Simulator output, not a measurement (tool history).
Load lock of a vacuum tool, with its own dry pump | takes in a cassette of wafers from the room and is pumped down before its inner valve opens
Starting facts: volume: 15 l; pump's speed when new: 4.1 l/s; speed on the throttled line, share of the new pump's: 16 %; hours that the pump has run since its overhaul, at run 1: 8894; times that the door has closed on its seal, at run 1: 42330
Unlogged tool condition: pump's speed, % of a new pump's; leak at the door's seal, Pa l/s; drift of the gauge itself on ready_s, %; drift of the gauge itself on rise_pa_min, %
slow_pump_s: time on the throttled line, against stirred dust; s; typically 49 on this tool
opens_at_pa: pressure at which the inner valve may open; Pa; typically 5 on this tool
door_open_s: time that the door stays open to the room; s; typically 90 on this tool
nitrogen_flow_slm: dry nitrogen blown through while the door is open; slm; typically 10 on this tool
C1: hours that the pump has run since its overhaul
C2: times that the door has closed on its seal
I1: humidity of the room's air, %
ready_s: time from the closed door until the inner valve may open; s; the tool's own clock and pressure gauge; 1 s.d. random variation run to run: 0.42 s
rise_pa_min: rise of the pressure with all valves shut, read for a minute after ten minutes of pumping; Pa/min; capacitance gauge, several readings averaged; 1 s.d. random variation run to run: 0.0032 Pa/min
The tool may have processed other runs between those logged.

{"run": 1, "day": 0.0, "slow_pump_s": 49, "opens_at_pa": 5, "door_open_s": 90, "nitrogen_flow_slm": 10, "C1": 8894, "C2": 42330, "I1": 43.3, "ready_s": 80.5, "rise_pa_min": 0.279}
{"day": 12.392, "done": "door's seal changed, seat wiped"}
{"run": 2, "day": 13.221, "slow_pump_s": 49, "opens_at_pa": 5, "door_open_s": 90, "nitrogen_flow_slm": 10, "C1": 9210, "C2": 42, "I1": 43.3, "ready_s": 80.5, "rise_pa_min": 0.101}
{"run": 3, "day": 27.071, "slow_pump_s": 49, "opens_at_pa": 5, "door_open_s": 90, "nitrogen_flow_slm": 10, "C1": 9542, "C2": 750, "I1": 44.6, "ready_s": 80.1, "rise_pa_min": 0.11}
{"run": 4, "day": 38.346, "slow_pump_s": 49, "opens_at_pa": 6, "door_open_s": 90, "nitrogen_flow_slm": 10, "C1": 9813, "C2": 1326, "I1": 45.5, "ready_s": 79.8, "rise_pa_min": 0.115}
{"run": 5, "day": 55.408, "slow_pump_s": 49, "opens_at_pa": 6, "door_open_s": 90, "nitrogen_flow_slm": 10, "C1": 10222, "C2": 2198, "I1": 43.2, "ready_s": 80.1, "rise_pa_min": 0.114}
{"run": 6, "day": 66.479, "slow_pump_s": 49, "opens_at_pa": 6, "door_open_s": 90, "nitrogen_flow_slm": 10, "C1": 10488, "C2": 2764, "I1": 44.6, "ready_s": 79, "rise_pa_min": 0.118}
{"run": 7, "day": 75.588, "slow_pump_s": 91, "opens_at_pa": 9, "door_open_s": 198, "nitrogen_flow_slm": 9, "C1": 10706, "C2": 3229, "I1": 44, "ready_s": 112.5, "rise_pa_min": 0.149}
{"run": 8, "day": 84.833, "slow_pump_s": 91, "opens_at_pa": 9, "door_open_s": 198, "nitrogen_flow_slm": 9, "C1": 10928, "C2": 3702, "I1": 42.7, "ready_s": 112, "rise_pa_min": 0.145}
{"run": 9, "day": 94.471, "slow_pump_s": 33, "opens_at_pa": 9, "door_open_s": 70, "nitrogen_flow_slm": 10, "C1": 11159, "C2": 4194, "I1": 44.3, "ready_s": 65.1, "rise_pa_min": 0.11}
{"run": 10, "day": 111.067, "slow_pump_s": 33, "opens_at_pa": 9, "door_open_s": 42, "nitrogen_flow_slm": 9, "C1": 11558, "C2": 5042, "I1": 45.8, "ready_s": 65.8, "rise_pa_min": 0.092}
{"run": 11, "day": 121.396, "slow_pump_s": 49, "opens_at_pa": 5, "door_open_s": 90, "nitrogen_flow_slm": 5, "C1": 11806, "C2": 5570, "I1": 44.5, "ready_s": 82.2, "rise_pa_min": 0.132}
{"run": 12, "day": 132.504, "slow_pump_s": 49, "opens_at_pa": 5, "door_open_s": 90, "nitrogen_flow_slm": 5, "C1": 12072, "C2": 6138, "I1": 47, "ready_s": 82, "rise_pa_min": 0.137}

What if the next run were any one of these 3? Each begins from the tool's condition after run 12:
{"run": "A", "day": 141.067, "slow_pump_s": 62, "opens_at_pa": 4, "door_open_s": 90, "nitrogen_flow_slm": 5, "C1": 12278, "C2": 6575, "I1": 47.4, "ready_s": "?", "rise_pa_min": "?"}
{"run": "B", "day": 141.067, "slow_pump_s": 49, "opens_at_pa": 4, "door_open_s": 122, "nitrogen_flow_slm": 18, "C1": 12278, "C2": 6575, "I1": 44.4, "ready_s": "?", "rise_pa_min": "?"}
{"run": "C", "day": 141.067, "slow_pump_s": 65, "opens_at_pa": 5, "door_open_s": 90, "nitrogen_flow_slm": 17, "C1": 12278, "C2": 6575, "I1": 43.1, "ready_s": "?", "rise_pa_min": "?"}

run=A ready_s=92.6 rise_pa_min=0.141
run=B ready_s=82.1 rise_pa_min=0.115
run=C ready_s=94.8 rise_pa_min=0.107
The same runs, with their run-to-run variation unchanged, on a tool lacking any hidden condition would have given:
run=A ready_s=89 rise_pa_min=0.129
run=B ready_s=78.3 rise_pa_min=0.104
run=C ready_s=91.4 rise_pa_min=0.095
